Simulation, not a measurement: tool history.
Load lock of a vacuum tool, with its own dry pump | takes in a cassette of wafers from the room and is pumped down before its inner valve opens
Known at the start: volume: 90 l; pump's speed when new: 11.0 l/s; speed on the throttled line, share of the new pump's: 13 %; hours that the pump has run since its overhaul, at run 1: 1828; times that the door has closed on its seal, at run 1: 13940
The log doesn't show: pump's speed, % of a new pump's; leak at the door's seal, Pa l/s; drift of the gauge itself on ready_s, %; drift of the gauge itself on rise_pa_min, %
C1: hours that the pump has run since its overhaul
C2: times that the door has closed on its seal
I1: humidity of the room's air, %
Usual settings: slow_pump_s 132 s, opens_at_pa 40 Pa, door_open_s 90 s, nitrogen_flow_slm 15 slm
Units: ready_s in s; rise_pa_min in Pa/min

run 1 hour=0.0 | slow_pump_s=132 opens_at_pa=40 door_open_s=90 nitrogen_flow_slm=15 | C1=1828 C2=13940 | I1=46.7 | ready_s=180.3 rise_pa_min=0.035
run 2 hour=304.7 | slow_pump_s=132 opens_at_pa=40 door_open_s=90 nitrogen_flow_slm=15 | C1=2133 C2=14609 | I1=44.1 | ready_s=180.8 rise_pa_min=0.034
run 3 hour=702.6 | slow_pump_s=132 opens_at_pa=40 door_open_s=90 nitrogen_flow_slm=15 | C1=2530 C2=15483 | I1=45.4 | ready_s=181.1 rise_pa_min=0.036
run 4 hour=953.8 | slow_pump_s=132 opens_at_pa=40 door_open_s=90 nitrogen_flow_slm=15 | C1=2782 C2=16034 | I1=45.1 | ready_s=182.0 rise_pa_min=0.037
run 5 hour=1339.3 | slow_pump_s=132 opens_at_pa=40 door_open_s=90 nitrogen_flow_slm=15 | C1=3167 C2=16880 | I1=48.9 | ready_s=182.4 rise_pa_min=0.040
run 6 hour=1694.5 | slow_pump_s=72 opens_at_pa=40 door_open_s=90 nitrogen_flow_slm=15 | C1=3522 C2=17660 | I1=44.6 | ready_s=130.4 rise_pa_min=0.035
run 7 hour=2120.9 | slow_pump_s=72 opens_at_pa=40 door_open_s=90 nitrogen_flow_slm=15 | C1=3949 C2=18596 | I1=46.1 | ready_s=130.9 rise_pa_min=0.038
run 8 hour=2584.9 | slow_pump_s=72 opens_at_pa=40 door_open_s=90 nitrogen_flow_slm=15 | C1=4413 C2=19615 | I1=46.2 | ready_s=130.5 rise_pa_min=0.046
run 9 hour=3023.3 | slow_pump_s=125 opens_at_pa=40 door_open_s=83 nitrogen_flow_slm=12 | C1=4851 C2=20577 | I1=43.7 | ready_s=177.7 rise_pa_min=0.043
run 10 hour=3445.9 | slow_pump_s=125 opens_at_pa=40 door_open_s=83 nitrogen_flow_slm=12 | C1=5274 C2=21505 | I1=44.3 | ready_s=176.9 rise_pa_min=0.048

Forecast each of these 5 alternatives for the next run:
run A hour=3791.8 | slow_pump_s=132 opens_at_pa=40 door_open_s=90 nitrogen_flow_slm=40 | C1=5620 C2=22264 | I1=43.5 | ready_s=? rise_pa_min=?
run B hour=3791.8 | slow_pump_s=98 opens_at_pa=58 door_open_s=90 nitrogen_flow_slm=15 | C1=5620 C2=22264 | I1=47.7 | ready_s=? rise_pa_min=?
run C hour=3791.8 | slow_pump_s=70 opens_at_pa=40 door_open_s=73 nitrogen_flow_slm=12 | C1=5620 C2=22264 | I1=44.9 | ready_s=? rise_pa_min=?
run D hour=3791.8 | slow_pump_s=124 opens_at_pa=40 door_open_s=222 nitrogen_flow_slm=19 | C1=5620 C2=22264 | I1=42.5 | ready_s=? rise_pa_min=?
run E hour=3791.8 | slow_pump_s=130 opens_at_pa=40 door_open_s=83 nitrogen_flow_slm=12 | C1=5620 C2=22264 | I1=43.5 | ready_s=? rise_pa_min=?

run=A ready_s=182.9 rise_pa_min=0.038
run=B ready_s=151.2 rise_pa_min=0.051
run=C ready_s=129.6 rise_pa_min=0.049
run=D ready_s=175.5 rise_pa_min=0.054
run=E ready_s=181.9 rise_pa_min=0.053
Without the tool's hidden state the same runs would have given:
run=A ready_s=179.0 rise_pa_min=0.008
run=B ready_s=147.2 rise_pa_min=0.020
run=C ready_s=125.0 rise_pa_min=0.018
run=D ready_s=171.5 rise_pa_min=0.023
run=E ready_s=177.9 rise_pa_min=0.022
